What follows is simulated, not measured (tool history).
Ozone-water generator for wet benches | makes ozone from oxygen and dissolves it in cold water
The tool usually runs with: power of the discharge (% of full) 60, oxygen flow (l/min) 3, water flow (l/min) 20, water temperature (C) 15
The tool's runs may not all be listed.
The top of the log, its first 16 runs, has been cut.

run,hour,power of the discharge (% of full),oxygen flow (l/min),water flow (l/min),water temperature (C),hours of work since the electrodes were changed,hours of work since the contactor was cleaned,hours of work since the thermometer was calibrated,dissolved ozone (ppm),ozone in the gas ahead of the water (g/m3)
17,603.2,68,1.88,20,15,1551,691,2349,19.8,326.9
18,645.5,68,1.88,20,15,1580,720,2378,19.6,324.6
19,669.9,60,3.09,20,15,1597,737,2395,18.4,214.1
20,719.5,60,3.09,20,15,1632,772,2429,18.7,212.8
21,775.1,74,3.88,20,23,1670,810,2468,20.5,219.3
22,807.4,74,3.88,20,23,1693,833,2491,20.3,220
23,851.7,62,3.88,21,19,1724,864,2521,17.8,189.6
24,906.2,42,3,20,15,1761,901,2559,13.5,158.9
25,951.7,60,3,14,15,1793,933,2591,25,217.5
26,1002.3,60,3,14,8,1828,968,2626,27.1,217.6
27,1033.9,58,3,20,15,1850,990,2648,18.2,211.2
28,1065.2,58,2.49,13,15,1872,1012,2670,25.5,237.3
29,1112.8,92,3,13,15,1905,1045,2703,38.3,315.3
30,1136.6,92,3,13,15,1921,1061,2719,38.2,317
31,1159.8,92,3,13,15,1937,1077,2735,38.5,314

Forecast run 32:
32,1188.1,92,3,13,15,1957,1097,2755,?,?

Logged for run 32: dissolved ozone (ppm) 38.2, ozone in the gas ahead of the water (g/m3) 311.2.
Without the tool's hidden state the same run would have given dissolved ozone (ppm) 38.2, ozone in the gas ahead of the water (g/m3) 311.4.

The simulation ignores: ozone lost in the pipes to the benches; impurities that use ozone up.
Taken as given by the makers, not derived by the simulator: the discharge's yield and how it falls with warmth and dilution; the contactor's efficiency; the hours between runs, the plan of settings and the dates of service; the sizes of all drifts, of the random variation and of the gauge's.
